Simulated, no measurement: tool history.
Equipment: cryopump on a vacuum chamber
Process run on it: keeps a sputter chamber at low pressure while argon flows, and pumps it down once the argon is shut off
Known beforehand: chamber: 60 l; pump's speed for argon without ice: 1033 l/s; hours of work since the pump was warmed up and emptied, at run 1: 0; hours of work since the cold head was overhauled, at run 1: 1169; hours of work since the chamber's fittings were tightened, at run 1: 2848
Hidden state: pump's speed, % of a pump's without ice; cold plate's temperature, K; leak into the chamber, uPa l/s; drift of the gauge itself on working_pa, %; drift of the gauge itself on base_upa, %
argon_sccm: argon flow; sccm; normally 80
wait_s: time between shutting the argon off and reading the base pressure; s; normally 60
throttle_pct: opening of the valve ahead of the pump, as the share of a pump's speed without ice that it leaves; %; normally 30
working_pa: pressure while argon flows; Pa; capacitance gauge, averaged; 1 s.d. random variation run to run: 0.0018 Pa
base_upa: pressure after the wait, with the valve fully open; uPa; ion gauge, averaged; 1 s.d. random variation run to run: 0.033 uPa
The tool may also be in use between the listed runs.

run,hour,argon_sccm,wait_s,throttle_pct,hours of work since the pump was warmed up and emptied,hours of work since the cold head was overhauled,hours of work since the chamber's fittings were tightened,working_pa,base_upa
1,0.0,80,60,30,0,1169,2848,0.4380,4.38
2,29.7,80,60,30,24,1193,2872,0.4380,4.55
3,62.5,80,60,30,50,1219,2898,0.4443,4.38
4,94.5,80,60,30,76,1245,2924,0.4410,4.52
5,122.7,80,60,30,99,1268,2946,0.4385,4.51
6,163.3,80,60,30,132,1301,2979,0.4406,4.53
7,196.3,34,84,30,158,1327,3006,0.1856,4.16
# hour 214.1: leaking fittings of the chamber tightened, without venting
8,240.3,77,59,16,192,1361,21,0.7882,1.81
9,268.8,77,59,16,215,1384,44,0.7928,1.85
10,292.1,127,79,17,234,1403,63,1.2320,1.55

Run 11 has not been measured yet. What should we expect?
11,319.8,62,79,34,256,1425,85,?,?

Run 11 gave working_pa 0.3049 Pa, base_upa 1.54 uPa.
The same run, on a tool lacking any hidden state, would have yielded working_pa 0.2994 Pa, base_upa 1.38 uPa.

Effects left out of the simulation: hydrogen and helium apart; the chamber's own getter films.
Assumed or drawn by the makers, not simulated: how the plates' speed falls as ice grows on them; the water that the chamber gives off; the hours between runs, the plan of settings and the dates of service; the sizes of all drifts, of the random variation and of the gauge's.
